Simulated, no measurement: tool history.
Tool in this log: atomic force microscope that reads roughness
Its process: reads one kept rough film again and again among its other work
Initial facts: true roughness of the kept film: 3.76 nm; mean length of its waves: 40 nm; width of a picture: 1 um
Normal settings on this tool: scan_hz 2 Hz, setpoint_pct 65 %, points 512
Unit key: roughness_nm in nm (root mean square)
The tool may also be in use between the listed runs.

run	day	scan_hz	setpoint_pct	points	roughness_nm
1	0	2	65	512	2.96
2	0.312	2	65	512	2.968
3	0.525	2	65	512	2.939
4	0.879	2	65	512	2.944
5	1.242	2	65	512	2.9
6	1.708	2	65	512	2.868
7	2.108	2	65	512	2.858
8	2.421	2	65	512	2.863
9	2.621	2	65	512	2.84
# day 2.683: height scale calibrated on a step standard
10	3.038	0.8	65	512	2.955
11	3.238	0.57	65	512	2.937
12	3.596	0.57	65	512	2.924
13	4.058	1.31	61	996	2.879
14	4.417	1.31	61	996	2.864
15	4.846	0.62	64	996	2.879
# day 4.962: new tip fitted
16	5.271	1.92	77	981	3.057

Results for each run, recomputed without the tool's hidden state and with each run's random variation untouched:
Unlogged tool condition in this case: radius of the tip, nm; height scale over the true one, %; drift of the gauge itself on roughness_nm, %.
run	roughness_nm
1	3.241
2	3.267
3	3.248
4	3.276
5	3.25
6	3.243
7	3.254
8	3.276
9	3.263
10	3.422
11	3.416
12	3.422
13	3.398
14	3.399
15	3.445
16	3.089
